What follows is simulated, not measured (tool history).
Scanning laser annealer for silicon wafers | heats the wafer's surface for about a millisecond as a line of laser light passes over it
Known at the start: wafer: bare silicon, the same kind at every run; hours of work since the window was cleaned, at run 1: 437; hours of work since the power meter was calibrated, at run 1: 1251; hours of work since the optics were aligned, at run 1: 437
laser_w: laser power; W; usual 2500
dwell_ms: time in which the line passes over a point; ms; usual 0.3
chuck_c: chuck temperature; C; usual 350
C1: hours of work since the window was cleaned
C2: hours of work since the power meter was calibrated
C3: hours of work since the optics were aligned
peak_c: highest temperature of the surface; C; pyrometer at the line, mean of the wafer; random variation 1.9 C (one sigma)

Run 1, hour 0: usual settings; C1 437; C2 1251; C3 437. Result: peak_c 1167 C.
Run 2, hour 78.9: usual settings but laser_w 2625 W; C1 499; C2 1314; C3 499. Result: peak_c 1213 C.
At hour 110.2: window over the wafer cleaned.
Run 3, hour 164.4: usual settings but laser_w 2625 W; C1 43; C2 1380; C3 566. Result: peak_c 1232 C.
Run 4, hour 222: usual settings but laser_w 2625 W; C1 89; C2 1426; C3 611. Result: peak_c 1229 C.
At hour 231.5: optics aligned, line set to its width.
Run 5, hour 311.9: usual settings; C1 156; C2 1493; C3 64. Result: peak_c 1179 C.
Run 6, hour 396.1: usual settings; C1 223; C2 1560; C3 131. Result: peak_c 1172 C.
Run 7, hour 466.5: usual settings but dwell_ms 0.288 ms; C1 279; C2 1616; C3 187. Result: peak_c 1149 C.
Run 8, hour 517.7: usual settings but dwell_ms 0.288 ms; C1 320; C2 1657; C3 227. Result: peak_c 1148 C.
Run 9, hour 571.2: usual settings but dwell_ms 0.288 ms; C1 362; C2 1699; C3 270. Result: peak_c 1145 C.
Run 10, hour 651.1: usual settings but laser_w 2428 W, dwell_ms 0.285 ms, chuck_c 324 C; C1 426; C2 1763; C3 333. Result: peak_c 1084 C.
At hour 666.1: optics aligned, line set to its width, once more.
Run 11, hour 717.9: usual settings but laser_w 2202 W, dwell_ms 0.285 ms, chuck_c 318 C; C1 475; C2 1812; C3 41. Result: peak_c 1014 C.
Run 12, hour 767.8: usual settings but laser_w 2678 W, dwell_ms 0.253 ms, chuck_c 359 C; C1 514; C2 1852; C3 81. Result: peak_c 1161 C.
At hour 776: window over the wafer cleaned.
Run 13, hour 832.9: usual settings but laser_w 2192 W, dwell_ms 0.264 ms, chuck_c 357 C; C1 45; C2 1902; C3 131. Result: peak_c 1032 C.
Run 14, hour 905.5: usual settings but laser_w 2192 W, dwell_ms 0.27 ms, chuck_c 373 C; C1 103; C2 1959; C3 189. Result: peak_c 1058 C.

Forecast each of these 5 alternatives for the next run:
Run A, hour 990.2: usual settings but laser_w 2657 W, chuck_c 326 C; C1 170; C2 2027; C3 256. Result: peak_c ?.
Run B, hour 990.2: usual settings but laser_w 2293 W, dwell_ms 0.287 ms, chuck_c 369 C; C1 170; C2 2027; C3 256. Result: peak_c ?.
Run C, hour 990.2: usual settings but laser_w 2192 W, dwell_ms 0.245 ms, chuck_c 373 C; C1 170; C2 2027; C3 256. Result: peak_c ?.
Run D, hour 990.2: usual settings but laser_w 2366 W, dwell_ms 0.243 ms, chuck_c 326 C; C1 170; C2 2027; C3 256. Result: peak_c ?.
Run E, hour 990.2: usual settings but laser_w 2673 W, dwell_ms 0.243 ms, chuck_c 327 C; C1 170; C2 2027; C3 256. Result: peak_c ?.

run  peak_c
  A    1220
  B    1107
  C    1015
  D    1021
  E    1126
Without the tool's hidden state the same runs would have given:
run  peak_c
  A    1227
  B    1113
  C    1020
  D    1026
  E    1132
